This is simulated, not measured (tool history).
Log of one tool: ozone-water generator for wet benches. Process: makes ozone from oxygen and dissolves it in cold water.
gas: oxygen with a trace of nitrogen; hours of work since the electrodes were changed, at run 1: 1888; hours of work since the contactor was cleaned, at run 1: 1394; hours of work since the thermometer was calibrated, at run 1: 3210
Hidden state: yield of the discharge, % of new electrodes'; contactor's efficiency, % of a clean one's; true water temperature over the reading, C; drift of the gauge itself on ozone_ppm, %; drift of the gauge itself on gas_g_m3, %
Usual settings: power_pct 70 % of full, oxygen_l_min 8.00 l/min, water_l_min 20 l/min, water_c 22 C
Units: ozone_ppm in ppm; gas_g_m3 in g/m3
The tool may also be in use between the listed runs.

run,day,power_pct,oxygen_l_min,water_l_min,water_c,hours of work since the electrodes were changed,hours of work since the contactor was cleaned,hours of work since the thermometer was calibrated,ozone_ppm,gas_g_m3
1,0.000,70,8.00,20,22,1888,1394,3210,18.8,175.6
2,1.183,70,10.59,20,22,1914,1421,3237,18.0,145.7
3,2.800,70,10.59,20,22,1950,1457,3273,17.9,146.1
4,4.312,70,7.94,20,22,1984,1490,3307,18.9,176.1
5,5.692,70,4.19,20,22,2015,1521,3337,20.5,257.9
6,7.646,70,4.19,20,22,2059,1565,3381,20.2,258.2
7,8.829,70,8.00,20,22,2085,1591,3408,18.8,173.3
8,11.021,70,6.44,20,22,2134,1640,3456,19.7,197.0
9,13.179,70,6.44,20,22,2182,1689,3505,19.6,196.9
10,14.192,70,6.44,20,22,2205,1711,3527,19.2,198.5
11,15.325,70,8.00,13,22,2230,1736,3553,23.3,171.3
# day 15.621: contactor cleaned
12,17.075,70,8.00,20,22,2266,33,3588,18.3,172.1
13,18.750,70,8.00,20,22,2303,70,3625,18.2,169.8
14,20.104,70,8.00,20,22,2333,100,3656,18.2,171.3
15,22.267,70,8.00,20,22,2382,149,3704,18.1,170.7
16,24.167,70,8.00,20,22,2424,191,3746,18.0,169.7
17,25.996,70,8.00,20,22,2465,232,3787,17.9,168.8
# day 27.679: contactor cleaned, once more
18,28.000,70,8.84,15,22,2506,7,3828,21.7,158.5
19,29.296,70,8.84,15,22,2535,36,3857,21.5,157.6
20,31.171,89,6.44,20,20,2577,78,3899,24.4,229.8
21,32.167,70,8.18,20,22,2599,100,3921,18.7,166.6
22,34.029,45,11.02,18,23,2641,142,3963,12.6,99.3
23,36.096,42,4.58,18,18,2687,188,4009,15.8,162.8
24,37.021,70,8.67,20,22,2708,209,4030,18.3,157.9
25,38.558,70,4.38,22,22,2742,243,4064,18.8,239.2
26,40.392,70,4.38,22,22,2783,284,4105,18.6,242.7
27,42.425,70,4.38,22,22,2828,330,4151,18.8,239.7
28,43.483,70,9.63,24,23,2852,353,4174,15.6,148.2
29,44.442,70,9.63,24,23,2873,375,4196,15.7,148.0
30,46.317,53,8.00,20,15,2915,416,4238,16.8,135.4
31,47.400,53,14.23,12,15,2939,441,4262,18.8,95.2
# day 48.658: water thermometer calibrated
32,48.658,70,7.33,25,16,2967,468,0,17.9,174.8
33,50.350,70,7.33,25,16,3005,506,38,17.7,173.7

4 ways to go on from here, each from the tool as it stands after run 33. What would each give?
A,51.792,49,7.33,25,26,3037,538,70,?,?
B,51.792,42,4.24,25,18,3037,538,70,?,?
C,51.792,70,12.95,20,22,3037,538,70,?,?
D,51.792,59,8.00,18,18,3037,538,70,?,?

run,ozone_ppm,gas_g_m3
A,11.6,132.9
B,12.0,169.5
C,16.1,122.0
D,18.8,145.3
Without the tool's hidden state the same runs would have given:
run,ozone_ppm,gas_g_m3
A,13.3,148.8
B,13.5,186.2
C,19.3,142.4
D,22.0,166.4
